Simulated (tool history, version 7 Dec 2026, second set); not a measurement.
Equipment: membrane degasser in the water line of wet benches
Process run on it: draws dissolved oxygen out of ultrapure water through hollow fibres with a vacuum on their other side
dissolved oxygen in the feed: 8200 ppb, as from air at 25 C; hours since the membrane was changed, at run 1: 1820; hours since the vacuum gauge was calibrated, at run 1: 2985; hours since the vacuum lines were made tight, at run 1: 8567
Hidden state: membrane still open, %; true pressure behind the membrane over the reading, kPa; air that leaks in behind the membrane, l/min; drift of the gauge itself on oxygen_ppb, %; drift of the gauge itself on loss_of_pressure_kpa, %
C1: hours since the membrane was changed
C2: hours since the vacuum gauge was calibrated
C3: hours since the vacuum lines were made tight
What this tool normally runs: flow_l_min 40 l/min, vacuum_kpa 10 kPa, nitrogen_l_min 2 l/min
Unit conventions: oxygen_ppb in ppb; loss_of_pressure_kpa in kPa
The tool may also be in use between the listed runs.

{"run": 1, "hour": 0.0, "flow_l_min": 40, "vacuum_kpa": 10, "nitrogen_l_min": 2, "C1": 1820, "C2": 2985, "C3": 8567, "oxygen_ppb": 418.3, "loss_of_pressure_kpa": 58.16}
{"run": 2, "hour": 40.5, "flow_l_min": 40, "vacuum_kpa": 10, "nitrogen_l_min": 2, "C1": 1860, "C2": 3025, "C3": 8607, "oxygen_ppb": 414.4, "loss_of_pressure_kpa": 57.94}
{"run": 3, "hour": 64.0, "flow_l_min": 40, "vacuum_kpa": 10, "nitrogen_l_min": 2, "C1": 1884, "C2": 3049, "C3": 8631, "oxygen_ppb": 414.1, "loss_of_pressure_kpa": 58.2}
{"run": 4, "hour": 109.9, "flow_l_min": 40, "vacuum_kpa": 10, "nitrogen_l_min": 2, "C1": 1929, "C2": 3095, "C3": 8676, "oxygen_ppb": 412.6, "loss_of_pressure_kpa": 58.5}
{"run": 5, "hour": 145.3, "flow_l_min": 40, "vacuum_kpa": 10, "nitrogen_l_min": 2, "C1": 1965, "C2": 3130, "C3": 8712, "oxygen_ppb": 420.7, "loss_of_pressure_kpa": 57.94}
{"run": 6, "hour": 187.8, "flow_l_min": 40, "vacuum_kpa": 10, "nitrogen_l_min": 2, "C1": 2007, "C2": 3173, "C3": 8754, "oxygen_ppb": 417.8, "loss_of_pressure_kpa": 57.91}
{"run": 7, "hour": 219.4, "flow_l_min": 46, "vacuum_kpa": 10, "nitrogen_l_min": 2, "C1": 2039, "C2": 3204, "C3": 8786, "oxygen_ppb": 534.2, "loss_of_pressure_kpa": 66.83}
{"run": 8, "hour": 264.1, "flow_l_min": 32, "vacuum_kpa": 10, "nitrogen_l_min": 2, "C1": 2084, "C2": 3249, "C3": 8831, "oxygen_ppb": 295.8, "loss_of_pressure_kpa": 46.29}
{"hour": 268.6, "done": "vacuum gauge calibrated"}
{"run": 9, "hour": 283.4, "flow_l_min": 32, "vacuum_kpa": 10, "nitrogen_l_min": 2, "C1": 2102, "C2": 15, "C3": 8849, "oxygen_ppb": 299.4, "loss_of_pressure_kpa": 46.64}
{"run": 10, "hour": 319.4, "flow_l_min": 32, "vacuum_kpa": 10, "nitrogen_l_min": 2, "C1": 2138, "C2": 51, "C3": 8885, "oxygen_ppb": 295.9, "loss_of_pressure_kpa": 46.36}
{"hour": 339.3, "done": "vacuum gauge calibrated, once more"}
{"run": 11, "hour": 346.2, "flow_l_min": 40, "vacuum_kpa": 10, "nitrogen_l_min": 5.98, "C1": 2165, "C2": 7, "C3": 8912, "oxygen_ppb": 233.3, "loss_of_pressure_kpa": 57.77}
{"run": 12, "hour": 374.3, "flow_l_min": 40, "vacuum_kpa": 10.8, "nitrogen_l_min": 2, "C1": 2193, "C2": 35, "C3": 8940, "oxygen_ppb": 452.8, "loss_of_pressure_kpa": 58.12}
{"run": 13, "hour": 415.8, "flow_l_min": 33, "vacuum_kpa": 11.3, "nitrogen_l_min": 2.79, "C1": 2234, "C2": 77, "C3": 8981, "oxygen_ppb": 275.8, "loss_of_pressure_kpa": 47.87}
{"run": 14, "hour": 449.0, "flow_l_min": 29, "vacuum_kpa": 6.4, "nitrogen_l_min": 2, "C1": 2268, "C2": 110, "C3": 9015, "oxygen_ppb": 138.7, "loss_of_pressure_kpa": 41.74}
{"run": 15, "hour": 482.4, "flow_l_min": 29, "vacuum_kpa": 12.2, "nitrogen_l_min": 2, "C1": 2301, "C2": 143, "C3": 9048, "oxygen_ppb": 323.8, "loss_of_pressure_kpa": 41.98}
{"run": 16, "hour": 505.6, "flow_l_min": 30, "vacuum_kpa": 12.2, "nitrogen_l_min": 1.28, "C1": 2324, "C2": 166, "C3": 9071, "oxygen_ppb": 477.4, "loss_of_pressure_kpa": 43.45}
{"run": 17, "hour": 530.9, "flow_l_min": 40, "vacuum_kpa": 12.5, "nitrogen_l_min": 0.83, "C1": 2349, "C2": 192, "C3": 9096, "oxygen_ppb": 920.8, "loss_of_pressure_kpa": 58.61}
{"run": 18, "hour": 558.9, "flow_l_min": 40, "vacuum_kpa": 12.5, "nitrogen_l_min": 0.83, "C1": 2377, "C2": 220, "C3": 9124, "oxygen_ppb": 894.9, "loss_of_pressure_kpa": 58.34}

Branching from run 18: 4 alternative next runs. What would each branch give?
{"run": "A", "hour": 592.3, "flow_l_min": 33, "vacuum_kpa": 15.7, "nitrogen_l_min": 3.57, "C1": 2411, "C2": 253, "C3": 9158, "oxygen_ppb": "?", "loss_of_pressure_kpa": "?"}
{"run": "B", "hour": 592.3, "flow_l_min": 49, "vacuum_kpa": 12.5, "nitrogen_l_min": 0.83, "C1": 2411, "C2": 253, "C3": 9158, "oxygen_ppb": "?", "loss_of_pressure_kpa": "?"}
{"run": "C", "hour": 592.3, "flow_l_min": 40, "vacuum_kpa": 12.5, "nitrogen_l_min": 1.33, "C1": 2411, "C2": 253, "C3": 9158, "oxygen_ppb": "?", "loss_of_pressure_kpa": "?"}
{"run": "D", "hour": 592.3, "flow_l_min": 43, "vacuum_kpa": 12.5, "nitrogen_l_min": 5.29, "C1": 2411, "C2": 253, "C3": 9158, "oxygen_ppb": "?", "loss_of_pressure_kpa": "?"}

run=A oxygen_ppb=327.7 loss_of_pressure_kpa=48.17
run=B oxygen_ppb=1123.7 loss_of_pressure_kpa=71.07
run=C oxygen_ppb=678.9 loss_of_pressure_kpa=58.31
run=D oxygen_ppb=335.4 loss_of_pressure_kpa=62.27
Without the tool's unlogged condition, the same runs would have read:
run=A oxygen_ppb=322.9 loss_of_pressure_kpa=47.59
run=B oxygen_ppb=1116 loss_of_pressure_kpa=70.21
run=C oxygen_ppb=672.3 loss_of_pressure_kpa=57.6
run=D oxygen_ppb=327.3 loss_of_pressure_kpa=61.51

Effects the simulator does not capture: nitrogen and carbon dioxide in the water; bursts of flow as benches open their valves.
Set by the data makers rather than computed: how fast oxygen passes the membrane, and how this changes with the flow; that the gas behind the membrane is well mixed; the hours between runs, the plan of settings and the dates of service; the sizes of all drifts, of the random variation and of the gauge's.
